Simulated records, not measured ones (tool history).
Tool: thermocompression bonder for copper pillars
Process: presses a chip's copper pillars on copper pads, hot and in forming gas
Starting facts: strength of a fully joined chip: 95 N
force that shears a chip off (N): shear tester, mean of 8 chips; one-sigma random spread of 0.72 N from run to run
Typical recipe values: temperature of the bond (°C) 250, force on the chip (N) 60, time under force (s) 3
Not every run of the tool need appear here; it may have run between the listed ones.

run	hour	temperature of the bond (°C)	force on the chip (N)	time under force (s)	force that shears a chip off (N)
1	0.0	250	60	3	50.5
2	46.6	250	88	3	65.8
3	88.6	250	88	3	63.5
4	146.0	250	88	3	63.4
5	189.4	250	39	3	32.9
6	219.5	250	39	3	32.7
7	271.2	250	39	3	31.7
8	332.3	250	39	3	31.1
# hour 399.9: forming gas filter changed
9	399.9	250	39	3	35.3
10	432.3	250	39	3	33.7
11	493.8	250	39	3	33.0
# hour 546.2: heater calibrated with a thermocouple chip
12	553.5	250	60	7	64.3
13	604.5	250	60	3	49.8
14	671.0	250	60	3	49.5
15	726.4	250	60	3	48.0
16	755.3	250	60	3	47.7
# hour 811.4: forming gas filter changed
17	822.8	250	60	3	53.1
18	880.1	232	60	3	43.4
19	920.6	232	78	7	66.4
20	979.2	249	69	3	55.8
21	1039.5	249	69	3	54.8
22	1102.8	264	42	4	46.0
# hour 1109.7: force cell calibrated
23	1146.8	264	42	4	46.1
24	1181.2	222	68	2	33.1
25	1212.3	237	66	5	51.9
# hour 1225.5: forming gas filter changed
26	1257.2	250	65	3	55.4
# hour 1319.3: force cell calibrated, once more
27	1324.5	250	65	3	50.6
28	1386.1	277	39	4	47.7
29	1424.4	250	60	8	61.8
30	1483.4	250	68	3	50.4
31	1551.8	227	36	8	30.3
32	1611.4	250	60	2	37.1
# hour 1639.7: forming gas filter changed
33	1664.2	277	79	2	66.3
34	1721.0	250	77	3	57.6
35	1763.9	262	60	3	51.4

Alternative continuations, all from the tool just after run 35; predict every row:
# hour 1825.1: heater calibrated with a thermocouple chip
A	1831.8	250	59	7	?
# hour 1825.1: heater calibrated with a thermocouple chip
B	1831.8	264	69	3	?
# hour 1825.1: heater calibrated with a thermocouple chip
C	1831.8	224	60	3	?
# hour 1825.1: heater calibrated with a thermocouple chip
D	1831.8	260	62	7	?

run	force that shears a chip off (N)
A	61.9
B	60.2
C	35.7
D	67.3
Take away the tool's hidden state, keep each run's random variation, and the runs would have read:
run	force that shears a chip off (N)
A	65.3
B	63.5
C	37.7
D	71.1

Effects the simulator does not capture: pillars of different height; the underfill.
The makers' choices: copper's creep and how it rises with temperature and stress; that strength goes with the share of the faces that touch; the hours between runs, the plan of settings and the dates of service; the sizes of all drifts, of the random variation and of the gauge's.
